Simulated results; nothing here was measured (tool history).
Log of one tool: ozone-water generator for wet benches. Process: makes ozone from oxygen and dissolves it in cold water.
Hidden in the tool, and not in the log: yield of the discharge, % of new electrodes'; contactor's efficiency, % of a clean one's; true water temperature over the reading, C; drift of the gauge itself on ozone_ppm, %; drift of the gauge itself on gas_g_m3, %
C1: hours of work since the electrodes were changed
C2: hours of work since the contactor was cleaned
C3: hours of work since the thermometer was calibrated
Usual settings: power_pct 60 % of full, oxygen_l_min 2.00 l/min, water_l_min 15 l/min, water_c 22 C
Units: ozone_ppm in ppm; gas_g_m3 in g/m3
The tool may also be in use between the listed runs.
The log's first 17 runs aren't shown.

Run 18, hour 505.9: usual settings but power_pct 69 % of full, oxygen_l_min 1.69 l/min, water_l_min 13 l/min, water_c 19 C; C1 1517; C2 6406; C3 856. Result: ozone_ppm 16.6 ppm, gas_g_m3 260.6 g/m3.
Run 19, hour 544.7: usual settings but power_pct 56 % of full; C1 1544; C2 6434; C3 884. Result: ozone_ppm 12.8 ppm, gas_g_m3 209.5 g/m3.
Run 20, hour 581.1: usual settings but power_pct 48 % of full, water_l_min 12 l/min; C1 1570; C2 6460; C3 910. Result: ozone_ppm 14.2 ppm, gas_g_m3 193.8 g/m3.
Run 21, hour 612.3: usual settings but oxygen_l_min 1.58 l/min, water_l_min 20 l/min; C1 1593; C2 6482; C3 932. Result: ozone_ppm 9.9 ppm, gas_g_m3 254.8 g/m3.
Run 22, hour 639.4: usual settings but power_pct 94 % of full, oxygen_l_min 1.69 l/min, water_l_min 9 l/min, water_c 17 C; C1 1612; C2 6501; C3 952. Result: ozone_ppm 27.3 ppm, gas_g_m3 306.7 g/m3.
Run 23, hour 662.6: usual settings but power_pct 80 % of full, oxygen_l_min 1.07 l/min, water_l_min 17 l/min; C1 1629; C2 6518; C3 968. Result: ozone_ppm 12.9 ppm, gas_g_m3 391.1 g/m3.
Run 24, hour 698.4: usual settings but power_pct 47 % of full, water_l_min 20 l/min; C1 1654; C2 6543; C3 994. Result: ozone_ppm 8.8 ppm, gas_g_m3 194.9 g/m3.
Run 25, hour 723.6: usual settings but power_pct 78 % of full, water_c 25 C; C1 1672; C2 6561; C3 1012. Result: ozone_ppm 14.7 ppm, gas_g_m3 251.0 g/m3.
Run 26, hour 763.8: usual settings but power_pct 78 % of full, water_c 25 C; C1 1701; C2 6590; C3 1040. Result: ozone_ppm 14.7 ppm, gas_g_m3 253.2 g/m3.
At hour 781.5: gauge calibrated.
Run 27, hour 796.5: usual settings but power_pct 78 % of full, water_c 25 C; C1 1724; C2 6613; C3 1064. Result: ozone_ppm 14.6 ppm, gas_g_m3 244.6 g/m3.
Run 28, hour 834.0: usual settings but power_pct 78 % of full, oxygen_l_min 3.20 l/min, water_c 18 C; C1 1751; C2 6640; C3 1090. Result: ozone_ppm 15.8 ppm, gas_g_m3 179.2 g/m3.
Run 29, hour 864.4: usual settings but power_pct 78 % of full, oxygen_l_min 3.20 l/min, water_c 18 C; C1 1773; C2 6662; C3 1112. Result: ozone_ppm 15.5 ppm, gas_g_m3 177.7 g/m3.

Forecast run 30:
Run 30, hour 898.1: usual settings but power_pct 49 % of full, water_l_min 21 l/min, water_c 19 C; C1 1797; C2 6686; C3 1136. Result: ozone_ppm ?, gas_g_m3 ?.

ozone_ppm: 9.0 ppm
gas_g_m3: 193.1 g/m3
Without the tool's hidden state the same run would have given ozone_ppm 9.0 ppm, gas_g_m3 192.3 g/m3.
